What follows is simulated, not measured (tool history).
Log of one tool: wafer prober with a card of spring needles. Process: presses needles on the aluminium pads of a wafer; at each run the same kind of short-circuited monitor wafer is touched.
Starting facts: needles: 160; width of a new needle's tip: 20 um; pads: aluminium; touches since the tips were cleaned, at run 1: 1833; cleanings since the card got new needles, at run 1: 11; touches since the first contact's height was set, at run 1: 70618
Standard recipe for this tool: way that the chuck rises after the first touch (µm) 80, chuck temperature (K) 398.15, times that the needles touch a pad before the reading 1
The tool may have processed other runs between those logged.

run   hour  way that the chuck rises after the first touch (µm)  chuck temperature (K)  times that the needles touch a pad before the reading  touches since the tips were cleaned  cleanings since the card got new needles  touches since the first contact's height was set  resistance of one needle with its contact and lead (mohm)  way that a needle slides on the pad (µm)
  1    0.0                                                   80                 398.15                                                      1                                 1833                                        11                                             70618                                                        192                                     10.54
  2    6.6                                                   99                 398.15                                                      1                                 4410                                        11                                             73195                                                        185                                     13.00
       9.2  -- tips cleaned on abrasive film
  3   17.4                                                   80                 398.15                                                      1                                 3221                                        12                                             77405                                                        191                                     10.52
      23.7  -- tips cleaned on abrasive film
  4   28.2                                                   80                 313.15                                                      1                                 1732                                        13                                             81599                                                        171                                     10.51
  5   34.5                                                   80                 313.15                                                      1                                 4231                                        13                                             84098                                                        172                                     10.51
      37.5  -- tips cleaned on abrasive film
  6   45.4                                                   87                 313.15                                                      1                                 3129                                        14                                             88348                                                        171                                     11.45
      51.1  -- tips cleaned on abrasive film
  7   51.2                                                   80                 398.15                                                      3                                   35                                        15                                             90553                                                        192                                     10.53
  8   61.5                                                   80                 398.15                                                      3                                 4087                                        15                                             94605                                                        186                                     10.51
      65.0  -- tips cleaned on abrasive film
  9   69.7                                                   99                 346.15                                                      3                                 1871                                        16                                             97816                                                        176                                     13.04
      78.6  -- tips cleaned on abrasive film
 10   82.6                                                  100                 300.15                                                      3                                 1564                                        17                                            102827                                                        171                                     13.15
      92.5  -- tips cleaned on abrasive film
 11   92.9                                                  100                 300.15                                                      3                                  122                                        18                                            106813                                                        168                                     13.03
 12  101.8                                                   64                 398.15                                                      3                                 3644                                        18                                            110335                                                        194                                      8.39
     106.6  -- tips cleaned on abrasive film
     109.7  -- height of the first contact set anew
 13  113.1                                                   80                 299.15                                                      1                                 2452                                        19                                              1342                                                        172                                     10.52

Run 14 is up next; what results do you expect?
     121.1  -- tips cleaned on abrasive film
 14  121.1                                                   95                 397.15                                                      1                                    2                                        20                                              4421                                                          ?                                         ?

{"run 14": {"resistance of one needle with its contact and lead (mohm)": 188, "way that a needle slides on the pad (µm)": 12.4}}
The same run, on a tool lacking any hidden state, would have yielded resistance of one needle with its contact and lead (mohm) 188, way that a needle slides on the pad (µm) 12.49.

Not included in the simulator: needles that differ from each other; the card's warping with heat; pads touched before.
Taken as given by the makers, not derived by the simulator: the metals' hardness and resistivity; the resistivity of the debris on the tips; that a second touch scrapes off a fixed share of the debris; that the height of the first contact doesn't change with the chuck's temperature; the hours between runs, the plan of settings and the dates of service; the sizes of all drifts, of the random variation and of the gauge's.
